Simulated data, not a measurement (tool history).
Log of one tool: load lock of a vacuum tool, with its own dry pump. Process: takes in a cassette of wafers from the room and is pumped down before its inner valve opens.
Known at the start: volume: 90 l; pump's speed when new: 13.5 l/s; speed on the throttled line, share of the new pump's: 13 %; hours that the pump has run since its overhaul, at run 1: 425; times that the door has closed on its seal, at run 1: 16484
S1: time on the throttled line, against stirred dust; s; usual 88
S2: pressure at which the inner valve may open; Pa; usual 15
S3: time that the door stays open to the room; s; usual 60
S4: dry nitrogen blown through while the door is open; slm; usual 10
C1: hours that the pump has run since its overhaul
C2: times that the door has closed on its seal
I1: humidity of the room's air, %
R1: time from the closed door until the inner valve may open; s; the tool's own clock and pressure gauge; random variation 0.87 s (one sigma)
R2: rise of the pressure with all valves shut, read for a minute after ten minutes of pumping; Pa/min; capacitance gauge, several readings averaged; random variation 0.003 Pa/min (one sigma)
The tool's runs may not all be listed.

run	hour	S1	S2	S3	S4	C1	C2	I1	R1	R2
1	0.0	88	15	60	10	425	16484	44.6	136.9	0.177
2	186.1	88	15	60	10	611	17203	47.2	133.6	0.193
3	310.3	88	15	60	10	735	17683	44.4	136.4	0.204
4	410.2	88	15	60	10	835	18068	46.0	137.0	0.199
5	544.5	122	15	60	10	969	18587	46.0	166.4	0.207
6	710.0	122	15	60	10	1135	19227	45.0	166.2	0.211
7	936.1	122	15	60	10	1361	20100	47.1	166.6	0.231
8	1121.2	122	15	60	10	1546	20815	44.4	165.3	0.247
9	1243.2	88	12	60	10	1668	21286	44.0	137.6	0.248
10	1414.8	88	11	60	10	1840	21949	42.8	138.2	0.264
11	1608.5	88	15	234	10	2033	22697	43.8	135.7	0.301
12	1783.3	88	15	60	10	2208	23372	47.8	137.6	0.294
13	1992.7	88	15	169	10	2418	24181	48.5	139.3	0.318
14	2125.1	88	15	60	21	2550	24692	44.3	138.6	0.307
15	2339.5	88	15	60	21	2764	25520	46.2	137.5	0.332
16	2528.3	88	15	60	21	2953	26250	47.0	139.0	0.351
# hour 2654.9: door's seal changed, seat wiped
17	2731.6	88	15	40	10	3155	297	46.0	139.1	0.030
18	2859.8	88	15	40	10	3283	792	46.2	136.4	0.035
19	3015.0	88	15	40	10	3438	1391	44.1	138.6	0.032
20	3199.8	56	19	139	38	3623	2105	43.7	107.9	0.044
21	3409.7	62	15	60	5	3833	2916	41.5	115.3	0.049
22	3637.5	88	15	47	22	4061	3796	49.4	137.1	0.045
23	3756.5	172	15	60	10	4180	4255	42.0	210.1	0.056
24	3901.6	172	15	60	10	4325	4816	47.0	212.3	0.060
25	4068.9	88	19	165	23	4492	5462	45.1	136.9	0.064
26	4244.8	88	19	165	23	4668	6141	44.8	137.8	0.065
27	4448.8	93	26	124	12	4872	6929	46.0	136.8	0.085
28	4611.2	88	15	60	26	5035	7556	46.6	136.7	0.066
29	4749.5	169	23	120	4	5173	8091	43.9	204.8	0.095
30	4870.7	169	23	174	4	5294	8559	46.6	204.9	0.112
31	4987.4	169	20	174	4	5411	9010	45.8	207.2	0.118
32	5185.6	88	15	239	10	5609	9775	44.2	139.7	0.121
33	5321.3	88	15	239	10	5745	10299	44.7	139.0	0.124
34	5516.0	77	15	184	8	5939	11051	45.0	127.7	0.133
35	5711.6	77	15	184	8	6135	11807	47.7	129.6	0.138
36	5915.1	77	15	184	8	6338	12593	44.1	129.5	0.141
37	6149.3	77	15	184	8	6573	13497	42.1	128.6	0.148

Measured less the same run without the tool's hidden state. The same run-to-run variation is in both; the gauge's scatter may not be:
The hidden state here: pump's speed, % of a new pump's; leak at the door's seal, Pa l/s; drift of the gauge itself on ready_s, %; drift of the gauge itself on rise_pa_min, %.
run	R1	R2
1	+0.5	+0.142
2	+0.5	+0.155
3	+0.6	+0.163
4	+0.7	+0.166
5	+0.6	+0.172
6	+0.7	+0.181
7	+0.8	+0.198
8	+0.8	+0.211
9	+1.0	+0.216
10	+1.2	+0.229
11	+1.1	+0.246
12	+1.2	+0.253
13	+1.4	+0.270
14	+1.4	+0.277
15	+1.5	+0.300
16	+1.6	+0.319
17	+1.6	+0.000
18	+1.6	+0.003
19	+1.7	+0.005
20	+1.8	+0.009
21	+2.1	+0.013
22	+1.9	+0.018
23	+1.6	+0.022
24	+1.6	+0.024
25	+2.0	+0.029
26	+2.2	+0.033
27	+2.1	+0.040
28	+2.3	+0.045
29	+1.8	+0.048
30	+1.8	+0.053
31	+1.9	+0.059
32	+2.7	+0.065
33	+2.7	+0.069
34	+2.9	+0.076
35	+3.0	+0.083
36	+3.0	+0.091
37	+3.2	+0.102

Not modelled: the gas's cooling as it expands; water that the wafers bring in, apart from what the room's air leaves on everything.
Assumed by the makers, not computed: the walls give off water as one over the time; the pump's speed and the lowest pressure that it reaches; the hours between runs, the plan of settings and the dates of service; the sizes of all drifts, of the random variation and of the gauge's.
